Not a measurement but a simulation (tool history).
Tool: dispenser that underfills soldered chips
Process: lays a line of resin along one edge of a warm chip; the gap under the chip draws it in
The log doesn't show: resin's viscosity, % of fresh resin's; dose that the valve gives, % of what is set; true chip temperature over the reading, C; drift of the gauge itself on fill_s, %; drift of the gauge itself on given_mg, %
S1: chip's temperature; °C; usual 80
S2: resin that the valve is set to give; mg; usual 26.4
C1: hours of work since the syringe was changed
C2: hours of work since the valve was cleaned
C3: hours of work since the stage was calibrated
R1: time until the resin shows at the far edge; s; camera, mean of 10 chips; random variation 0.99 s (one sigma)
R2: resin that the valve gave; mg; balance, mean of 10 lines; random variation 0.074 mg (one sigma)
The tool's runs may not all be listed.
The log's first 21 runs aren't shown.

run	hour	S1	S2	C1	C2	C3	R1	R2
22	84.4	80	28.0	3	32	129	101.2	27.54
23	88.1	80	28.0	5	34	132	113.4	27.48
# hour 90.6: new syringe of resin
24	91.9	80	28.0	1	37	134	94.9	27.45
25	96.0	73	26.4	4	40	137	142.4	25.97
26	98.5	79	23.6	6	42	139	120.0	23.15
# hour 100.2: new syringe of resin
27	101.4	74	25.8	1	44	141	118.6	25.16
28	104.8	76	23.8	3	46	143	124.4	23.28
29	107.8	76	23.8	6	48	145	135.0	23.24

The next listed run, before its measurement:
# hour 110.0: new syringe of resin
30	112.0	76	23.8	1	51	148	?	?

{"run 30": {"R1": 116.2, "R2": 23.18}}
Without the tool's hidden state the same run would have given R1 112.5 s, R2 23.77 mg.

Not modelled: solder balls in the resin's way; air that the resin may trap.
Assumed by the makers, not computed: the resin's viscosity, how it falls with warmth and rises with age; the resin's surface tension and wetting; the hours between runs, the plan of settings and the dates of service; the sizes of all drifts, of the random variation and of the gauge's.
